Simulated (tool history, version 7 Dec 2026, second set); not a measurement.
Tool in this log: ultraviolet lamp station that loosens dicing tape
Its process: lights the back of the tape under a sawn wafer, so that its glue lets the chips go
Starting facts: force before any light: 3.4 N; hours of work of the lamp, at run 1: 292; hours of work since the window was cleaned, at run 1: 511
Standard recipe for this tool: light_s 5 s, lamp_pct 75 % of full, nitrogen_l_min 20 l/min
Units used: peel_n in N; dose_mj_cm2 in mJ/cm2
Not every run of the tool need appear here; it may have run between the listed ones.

run,hour,light_s,lamp_pct,nitrogen_l_min,hours of work of the lamp,hours of work since the window was cleaned,peel_n,dose_mj_cm2
1,0,5,75,20,292,511,0.548,263
2,53.1,2,75,20,324,543,1.502,109
3,109.3,2,75,10,358,577,1.862,106
4,158.5,2,75,10,387,607,1.91,101
5,224.1,2,75,10,427,646,1.924,103
# hour 250.3: window cleaned of glue's vapour
6,275,8,75,20,457,15,0.284,423
7,319.8,8,75,20,484,42,0.287,423
8,358.6,8,75,20,508,65,0.286,424
9,438.7,3,75,8,556,114,1.534,157
10,514.9,5,66,14,602,160,0.836,230
11,597.8,5,66,14,652,210,0.863,235
12,642.2,5,69,14,679,237,0.773,239
13,714.2,10,69,18,723,280,0.259,485
14,793,10,61,17,770,328,0.307,422

Expected results for the next run?
15,869.4,5,71,20,816,374,?,?

Logged for run 15: peel_n 0.616 N, dose_mj_cm2 252 mJ/cm2.
On a tool with no hidden condition, and with the same random variation, this run would have come out at peel_n 0.613 N, dose_mj_cm2 253 mJ/cm2.

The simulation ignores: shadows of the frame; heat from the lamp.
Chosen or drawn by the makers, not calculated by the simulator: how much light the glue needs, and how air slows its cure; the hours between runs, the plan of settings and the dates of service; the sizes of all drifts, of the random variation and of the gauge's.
